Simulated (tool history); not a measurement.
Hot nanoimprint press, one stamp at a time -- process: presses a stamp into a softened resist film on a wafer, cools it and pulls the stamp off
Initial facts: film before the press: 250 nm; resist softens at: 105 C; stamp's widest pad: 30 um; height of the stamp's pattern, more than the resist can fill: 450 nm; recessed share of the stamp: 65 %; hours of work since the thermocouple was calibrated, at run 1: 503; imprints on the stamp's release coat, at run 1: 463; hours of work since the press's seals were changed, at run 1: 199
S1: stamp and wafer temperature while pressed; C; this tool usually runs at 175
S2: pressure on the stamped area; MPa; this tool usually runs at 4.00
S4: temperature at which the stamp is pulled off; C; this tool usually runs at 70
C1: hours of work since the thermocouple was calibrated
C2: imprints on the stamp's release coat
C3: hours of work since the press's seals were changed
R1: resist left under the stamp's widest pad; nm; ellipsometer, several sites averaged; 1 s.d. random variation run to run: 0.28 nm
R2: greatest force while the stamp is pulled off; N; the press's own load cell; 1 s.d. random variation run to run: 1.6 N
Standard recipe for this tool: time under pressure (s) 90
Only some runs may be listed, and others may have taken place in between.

{"run": 1, "day": 0.0, "S1": 175, "S2": 4.0, "time under pressure (s)": 90, "S4": 70, "C1": 503, "C2": 463, "C3": 199, "R1": 107.6, "R2": 112}
{"run": 2, "day": 0.396, "S1": 175, "S2": 4.0, "time under pressure (s)": 90, "S4": 70, "C1": 510, "C2": 503, "C3": 206, "R1": 107.5, "R2": 110}
{"run": 3, "day": 1.062, "S1": 175, "S2": 4.0, "time under pressure (s)": 90, "S4": 70, "C1": 520, "C2": 571, "C3": 217, "R1": 107.5, "R2": 109}
{"run": 4, "day": 1.571, "S1": 175, "S2": 4.0, "time under pressure (s)": 90, "S4": 70, "C1": 529, "C2": 623, "C3": 225, "R1": 107.4, "R2": 110}
{"run": 5, "day": 2.158, "S1": 175, "S2": 3.19, "time under pressure (s)": 90, "S4": 70, "C1": 538, "C2": 683, "C3": 234, "R1": 121.9, "R2": 111}
{"run": 6, "day": 2.546, "S1": 175, "S2": 3.19, "time under pressure (s)": 90, "S4": 62, "C1": 545, "C2": 723, "C3": 241, "R1": 122.5, "R2": 132}
{"day": 2.754, "done": "plate thermocouple calibrated"}
{"run": 7, "day": 3.467, "S1": 175, "S2": 3.19, "time under pressure (s)": 90, "S4": 62, "C1": 12, "C2": 803, "C3": 254, "R1": 122.0, "R2": 130}
{"run": 8, "day": 3.988, "S1": 175, "S2": 3.19, "time under pressure (s)": 90, "S4": 62, "C1": 20, "C2": 857, "C3": 262, "R1": 122.3, "R2": 128}
{"run": 9, "day": 4.829, "S1": 165, "S2": 4.0, "time under pressure (s)": 90, "S4": 70, "C1": 34, "C2": 942, "C3": 276, "R1": 144.6, "R2": 110}
{"day": 5.246, "done": "stamp cleaned and given a new release coat"}
{"run": 10, "day": 5.933, "S1": 165, "S2": 4.0, "time under pressure (s)": 90, "S4": 70, "C1": 48, "C2": 69, "C3": 290, "R1": 144.3, "R2": 111}
{"run": 11, "day": 6.771, "S1": 165, "S2": 4.0, "time under pressure (s)": 90, "S4": 70, "C1": 62, "C2": 155, "C3": 304, "R1": 144.1, "R2": 114}
{"run": 12, "day": 7.654, "S1": 165, "S2": 4.0, "time under pressure (s)": 90, "S4": 70, "C1": 76, "C2": 245, "C3": 318, "R1": 144.2, "R2": 113}
{"run": 13, "day": 8.362, "S1": 175, "S2": 4.82, "time under pressure (s)": 90, "S4": 70, "C1": 88, "C2": 317, "C3": 330, "R1": 97.1, "R2": 114}
{"run": 14, "day": 8.754, "S1": 175, "S2": 4.82, "time under pressure (s)": 90, "S4": 70, "C1": 94, "C2": 357, "C3": 336, "R1": 97.2, "R2": 112}
{"run": 15, "day": 9.479, "S1": 175, "S2": 4.82, "time under pressure (s)": 90, "S4": 70, "C1": 106, "C2": 430, "C3": 348, "R1": 97.6, "R2": 113}

Run 16 is up next; what results do you expect?
{"run": 16, "day": 9.942, "S1": 175, "S2": 3.09, "time under pressure (s)": 90, "S4": 72, "C1": 114, "C2": 478, "C3": 356, "R1": "?", "R2": "?"}

Run 16 gave R1 124.4 nm, R2 106 N.
If the tool had no hidden condition, the same run with the same run-to-run variation would have returned R1 123.8 nm, R2 105 N.

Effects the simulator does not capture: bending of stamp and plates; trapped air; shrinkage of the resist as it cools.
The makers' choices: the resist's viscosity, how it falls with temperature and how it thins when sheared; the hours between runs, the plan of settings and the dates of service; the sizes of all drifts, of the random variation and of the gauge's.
